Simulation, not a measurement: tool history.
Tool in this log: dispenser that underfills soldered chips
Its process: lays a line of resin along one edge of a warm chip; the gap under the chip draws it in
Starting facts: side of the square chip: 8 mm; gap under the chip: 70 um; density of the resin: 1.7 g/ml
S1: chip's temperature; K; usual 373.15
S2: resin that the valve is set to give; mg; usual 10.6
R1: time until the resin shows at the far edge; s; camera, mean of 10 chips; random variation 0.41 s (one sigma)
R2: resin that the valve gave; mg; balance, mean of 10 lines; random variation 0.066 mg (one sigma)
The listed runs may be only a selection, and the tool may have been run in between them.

Run 1, hour 0: usual settings. Result: R1 36.7 s, R2 10.3 mg.
At hour 4.6: new syringe of resin.
Run 2, hour 6.4: usual settings. Result: R1 29 s, R2 10.6 mg.
Run 3, hour 16.1: usual settings. Result: R1 36.3 s, R2 10.33 mg.
At hour 22.5: new syringe of resin.
Run 4, hour 26.8: usual settings. Result: R1 30.5 s, R2 10.3 mg.
Run 5, hour 36.6: usual settings. Result: R1 39.4 s, R2 10.44 mg.
At hour 39.7: new syringe of resin.
Run 6, hour 43.3: usual settings. Result: R1 29.6 s, R2 10.38 mg.
Run 7, hour 53: usual settings. Result: R1 36.6 s, R2 10.29 mg.
At hour 57.6: new syringe of resin.
Run 8, hour 64.7: usual settings but S2 9.7 mg. Result: R1 32 s, R2 9.36 mg.
Run 9, hour 71.8: usual settings. Result: R1 37.3 s, R2 10.25 mg.
At hour 74.7: new syringe of resin.
Run 10, hour 79.9: usual settings. Result: R1 31 s, R2 10.33 mg.
Run 11, hour 87.1: usual settings. Result: R1 37.2 s, R2 10.1 mg.
At hour 92.1: new syringe of resin.
At hour 94.6: dispensing valve cleaned and set on the balance.
Run 12, hour 100: usual settings. Result: R1 32 s, R2 10.51 mg.
Run 13, hour 108.9: usual settings. Result: R1 39.2 s, R2 10.55 mg.
At hour 110.3: new syringe of resin.
Run 14, hour 116.5: usual settings but S1 359.15 K, S2 13.2 mg. Result: R1 56 s, R2 13.13 mg.
Run 15, hour 123.4: usual settings but S1 366.15 K, S2 10.1 mg. Result: R1 51.2 s, R2 10.03 mg.

Run 16 has not been measured yet. What should we expect?
At hour 127.4: new syringe of resin.
Run 16, hour 131.7: usual settings but S1 371.15 K, S2 13 mg. Result: R1 ?, R2 ?.

{"run 16": {"R1": 31.6, "R2": 12.86}}
The same run, on a tool lacking any hidden state, would have yielded R1 29.4 s, R2 12.98 mg.

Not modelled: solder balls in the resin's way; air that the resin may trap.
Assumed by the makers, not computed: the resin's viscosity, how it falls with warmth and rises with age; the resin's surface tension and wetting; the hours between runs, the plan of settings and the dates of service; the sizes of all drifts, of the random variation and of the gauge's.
